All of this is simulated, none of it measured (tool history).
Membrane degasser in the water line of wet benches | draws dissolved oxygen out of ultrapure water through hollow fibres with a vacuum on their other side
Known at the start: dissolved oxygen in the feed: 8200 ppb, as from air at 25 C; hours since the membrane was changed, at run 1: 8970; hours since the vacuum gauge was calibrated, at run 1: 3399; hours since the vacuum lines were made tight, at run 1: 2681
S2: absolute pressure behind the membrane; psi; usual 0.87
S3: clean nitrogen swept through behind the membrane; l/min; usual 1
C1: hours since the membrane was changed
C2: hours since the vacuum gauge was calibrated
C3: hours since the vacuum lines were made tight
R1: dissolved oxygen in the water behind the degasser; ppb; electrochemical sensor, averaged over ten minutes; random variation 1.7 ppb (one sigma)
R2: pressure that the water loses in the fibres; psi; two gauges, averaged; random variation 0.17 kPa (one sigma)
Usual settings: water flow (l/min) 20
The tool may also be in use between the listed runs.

Run 1, hour 0: usual settings; C1 8970; C2 3399; C3 2681. Result: R1 167 ppb, R2 4.131 psi.
Run 2, hour 229.8: usual settings but water flow (l/min) 29; C1 9200; C2 3629; C3 2911. Result: R1 328.7 ppb, R2 5.97 psi.
Run 3, hour 388.3: usual settings but water flow (l/min) 29; C1 9359; C2 3787; C3 3070. Result: R1 331.3 ppb, R2 5.989 psi.
Run 4, hour 491.4: usual settings; C1 9462; C2 3890; C3 3173. Result: R1 168.8 ppb, R2 4.144 psi.
Run 5, hour 666.1: usual settings; C1 9636; C2 4065; C3 3347. Result: R1 169.6 ppb, R2 4.097 psi.
Run 6, hour 882.9: usual settings but S2 1.829 psi; C1 9853; C2 4282; C3 3564. Result: R1 447.1 ppb, R2 4.16 psi.
Run 7, hour 1024.5: usual settings but S2 1.829 psi; C1 9995; C2 4423; C3 3706. Result: R1 445 ppb, R2 4.119 psi.
Run 8, hour 1140.4: usual settings but S2 1.829 psi; C1 10111; C2 4539; C3 3822. Result: R1 439.8 ppb, R2 4.128 psi.
Run 9, hour 1294.7: usual settings but S2 1.829 psi; C1 10265; C2 4693; C3 3976. Result: R1 434 ppb, R2 4.177 psi.
Run 10, hour 1415.6: usual settings; C1 10386; C2 4814; C3 4097. Result: R1 169.9 ppb, R2 4.126 psi.
Run 11, hour 1516.4: usual settings; C1 10487; C2 4915; C3 4198. Result: R1 166.6 ppb, R2 4.158 psi.
Run 12, hour 1673.3: usual settings; C1 10644; C2 5072; C3 4355. Result: R1 168 ppb, R2 4.107 psi.
Run 13, hour 1786.1: usual settings; C1 10756; C2 5185; C3 4467. Result: R1 170.3 ppb, R2 4.121 psi.
Run 14, hour 1927.1: usual settings; C1 10897; C2 5326; C3 4609. Result: R1 161.4 ppb, R2 4.139 psi.
Run 15, hour 2048.1: usual settings; C1 11018; C2 5447; C3 4730. Result: R1 169 ppb, R2 4.144 psi.
At hour 2139.2: vacuum gauge calibrated.
Run 16, hour 2185.4: usual settings but S2 1.813 psi; C1 11155; C2 46; C3 4866. Result: R1 451.9 ppb, R2 4.112 psi.
Run 17, hour 2334.1: usual settings but water flow (l/min) 29, S2 0.706 psi, S3 1.84 l/min; C1 11304; C2 195; C3 5015. Result: R1 225.9 ppb, R2 6.007 psi.
Run 18, hour 2434.7: usual settings but water flow (l/min) 27, S2 0.706 psi, S3 1.16 l/min; C1 11404; C2 296; C3 5116. Result: R1 214.8 ppb, R2 5.545 psi.
Run 19, hour 2582.2: usual settings but water flow (l/min) 27, S2 0.706 psi, S3 1.16 l/min; C1 11552; C2 443; C3 5263. Result: R1 214.6 ppb, R2 5.578 psi.
At hour 2677.4: membrane cartridge changed.
Run 20, hour 2743.9: usual settings but water flow (l/min) 27, S2 0.706 psi, S3 1.16 l/min; C1 67; C2 601; C3 5421. Result: R1 218.4 ppb, R2 5.567 psi.
Run 21, hour 2896.6: usual settings but water flow (l/min) 27, S2 0.706 psi, S3 1.16 l/min; C1 219; C2 753; C3 5574. Result: R1 216.4 ppb, R2 5.548 psi.
At hour 3016.6: seals of the vacuum lines changed.
Run 22, hour 3100.8: usual settings but S2 0.766 psi, S3 2.07 l/min; C1 421; C2 956; C3 84. Result: R1 91.6 ppb, R2 4.158 psi.
Run 23, hour 3204: usual settings but water flow (l/min) 17, S3 0.83 l/min; C1 525; C2 1059; C3 187. Result: R1 146.3 ppb, R2 3.478 psi.
Run 24, hour 3342.6: usual settings but S2 0.716 psi, S3 2.23 l/min; C1 663; C2 1197; C3 326. Result: R1 82.9 ppb, R2 4.15 psi.
Run 25, hour 3454: usual settings but water flow (l/min) 31; C1 775; C2 1309; C3 437. Result: R1 376.4 ppb, R2 6.374 psi.
Run 26, hour 3664: usual settings but water flow (l/min) 15, S2 0.563 psi, S3 2.5 l/min; C1 985; C2 1519; C3 647. Result: R1 23.6 ppb, R2 3.082 psi.
Run 27, hour 3861.7: usual settings but water flow (l/min) 15, S2 0.563 psi, S3 2.5 l/min; C1 1182; C2 1716; C3 845. Result: R1 23 ppb, R2 3.07 psi.
Run 28, hour 3970: usual settings but water flow (l/min) 14, S2 0.986 psi, S3 1.62 l/min; C1 1291; C2 1825; C3 953. Result: R1 82.2 ppb, R2 2.875 psi.
Run 29, hour 4164.2: usual settings but water flow (l/min) 14, S2 0.986 psi, S3 1.62 l/min; C1 1485; C2 2019; C3 1148. Result: R1 83 ppb, R2 2.892 psi.
Run 30, hour 4382: usual settings but water flow (l/min) 14, S2 0.802 psi; C1 1703; C2 2237; C3 1365. Result: R1 84.1 ppb, R2 2.924 psi.
Run 31, hour 4609.1: usual settings but water flow (l/min) 26; C1 1930; C2 2464; C3 1592. Result: R1 272.5 ppb, R2 5.374 psi.
Run 32, hour 4712: usual settings but water flow (l/min) 26; C1 2033; C2 2567; C3 1695. Result: R1 272.3 ppb, R2 5.345 psi.

How the hidden state differs across the entries between the runs, from the last listed run before each to the first after it:
Between runs 15 and 16: vacuum gauge calibrated (hour 2139.2)
  true pressure behind the membrane over the reading, kPa: 0.01 -> 0
Between runs 19 and 20: membrane cartridge changed (hour 2677.4)
  membrane still open, %: 99.8 -> 100
Between runs 21 and 22: seals of the vacuum lines changed (hour 3016.6)
  air that leaks in behind the membrane, l/min: 0.0025 -> 0.002

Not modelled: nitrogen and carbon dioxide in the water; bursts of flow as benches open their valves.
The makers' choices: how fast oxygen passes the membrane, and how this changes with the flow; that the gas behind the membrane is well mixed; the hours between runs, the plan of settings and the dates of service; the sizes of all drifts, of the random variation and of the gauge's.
